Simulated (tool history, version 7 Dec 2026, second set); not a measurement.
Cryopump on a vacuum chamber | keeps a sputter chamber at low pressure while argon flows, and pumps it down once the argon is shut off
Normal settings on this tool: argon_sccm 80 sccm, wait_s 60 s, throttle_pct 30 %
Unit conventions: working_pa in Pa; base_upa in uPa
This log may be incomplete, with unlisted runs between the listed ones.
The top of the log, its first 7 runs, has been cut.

run,day,argon_sccm,wait_s,throttle_pct,working_pa,base_upa
8,10.488,80,60,30,0.3412,3.29
# day 11.621: pump warmed up, emptied and cooled again
9,12.567,80,60,30,0.301,2.74
# day 13.271: leaking fittings of the chamber tightened, without venting
10,14.371,80,60,30,0.3046,1.44
11,15.658,80,29,30,0.3013,2.7
12,17.8,80,60,30,0.3036,1.46
13,19.517,80,60,30,0.3051,1.51
14,21.608,80,60,30,0.3062,1.52
15,23.658,80,60,24,0.3844,1.52
16,25.5,80,60,24,0.3816,1.57
17,26.562,80,60,24,0.3858,1.51
18,28.508,80,60,24,0.3866,1.55
19,29.983,80,60,24,0.3885,1.62
20,31.946,91,60,30,0.353,1.68
21,33.933,80,180,44,0.2167,0.83
22,35.604,135,60,49,0.3376,1.63
23,37.221,139,139,50,0.3413,1.06
24,38.117,73,270,52,0.1741,0.74
25,39.567,80,60,23,0.4107,1.77
26,40.642,36,60,23,0.1843,1.71
27,42.633,36,60,23,0.1853,1.78
28,44.5,90,65,32,0.3423,1.6

What will run 29 give?
29,45.946,80,214,51,?,?

For run 29 the tool returned working_pa 0.199 Pa, base_upa 0.92 uPa.
Had the tool carried no hidden state, the very same run would have given working_pa 0.1758 Pa, base_upa 0.54 uPa.
